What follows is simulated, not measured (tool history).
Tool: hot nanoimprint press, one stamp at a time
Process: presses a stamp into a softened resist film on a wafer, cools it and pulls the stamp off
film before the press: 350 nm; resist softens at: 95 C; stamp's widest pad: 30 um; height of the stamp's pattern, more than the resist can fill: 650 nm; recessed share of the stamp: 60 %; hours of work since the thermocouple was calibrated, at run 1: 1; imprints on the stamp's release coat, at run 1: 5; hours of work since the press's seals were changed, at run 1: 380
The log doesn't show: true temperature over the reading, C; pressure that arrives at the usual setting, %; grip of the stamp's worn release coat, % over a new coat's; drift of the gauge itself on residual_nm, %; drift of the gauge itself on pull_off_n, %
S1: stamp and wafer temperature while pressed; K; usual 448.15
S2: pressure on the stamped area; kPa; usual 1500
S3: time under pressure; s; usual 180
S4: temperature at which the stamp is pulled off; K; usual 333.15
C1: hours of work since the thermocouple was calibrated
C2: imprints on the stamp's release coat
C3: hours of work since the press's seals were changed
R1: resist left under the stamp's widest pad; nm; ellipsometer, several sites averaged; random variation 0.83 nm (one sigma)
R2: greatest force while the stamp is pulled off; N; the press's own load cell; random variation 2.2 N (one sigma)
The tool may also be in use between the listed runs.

run     day      S1    S2   S3      S4   C1    C2   C3     R1   R2
  1   0.000  448.15  1500  180  333.15    1     5  380  156.6  100
  2   1.496  448.15  1500  180  333.15   24   144  403  158.0  100
  3   2.146  448.15  1500  180  333.15   34   205  413  156.8  101
  4   3.575  448.15  1500  180  333.15   56   338  435  156.6  100
  5   4.458  448.15  1500  180  333.15   70   421  449  158.1  101
  6   5.679  448.15  1500  180  333.15   89   535  468  157.0   98
  7   6.842  448.15  1500  180  333.15  107   644  486  157.3  104
  8   8.388  448.15  1500  180  333.15  130   788  510  157.2   98
  9   9.438  448.15  1650  180  333.15  147   886  526  148.8  101
 10  10.433  448.15  1500  224  333.15  162   979  542  144.9  101
 11  11.183  448.15  1500  293  333.15  174  1050  553  134.0   97
 12  12.717  448.15  1500  206  333.15  197  1193  577  151.0  102
 13  14.071  448.15  1500  206  333.15  218  1319  598  149.1   97
 14  14.950  448.15  1730  180  333.15  232  1401  611  144.6  102
 15  16.183  448.15  1730  180  333.15  251  1517  630  145.7  103
 16  17.021  448.15  1500  175  333.15  264  1595  643  158.7  102
 17  18.283  448.15  1500  275  323.15  283  1713  663  135.5  124
 18  19.462  441.15  1500  275  323.15  302  1823  681  164.2  125
 19  21.012  441.15  1980  275  326.15  326  1968  705  142.4  120
     21.462  -- press's hydraulic seals changed and the load cell set to zero
 20  22.375  441.15  1980  134  336.15  342  2064   14  179.5   92
     22.992  -- plate thermocouple calibrated
     23.567  -- stamp cleaned and given a new release coat
 21  23.879  445.15  2190  180  333.15   10    29   32  138.3   99
 22  25.171  452.15   980  202  333.15   30   150   52  170.5  100
 23  26.579  452.15  2010  338  333.15   52   282   73   96.4  101
 24  27.996  452.15  2010  338  333.15   74   414   95   95.5   98
 25  29.342  454.15   950  180  320.15   94   540  116  174.9  130
 26  30.638  453.15  1060   99  323.15  114   661  136  202.7  129
 27  31.779  439.15  1500  320  333.15  132   767  154  164.7   99
 28  32.504  448.15  1500   91  321.15  143   835  165  195.3  132
 29  33.679  448.15  1270  180  319.15  161   945  183  173.8  138
 30  34.754  438.15  1500  180  333.15  178  1045  200  203.8  101

Forecast each of these 3 alternatives for the next run:
  A  35.525  453.15  1500  262  333.15  190  1117  212   ?   ?
  B  35.525  448.15  1500  197  333.15  190  1117  212   ?   ?
  C  35.525  448.15  1060  180  333.15  190  1117  212   ?   ?

run     R1   R2
  A  121.4  101
  B  151.6  100
  C  189.4  101
Without the tool's hidden state the same runs would have given:
run     R1   R2
  A  121.2  100
  B  151.4   99
  C  189.2  100
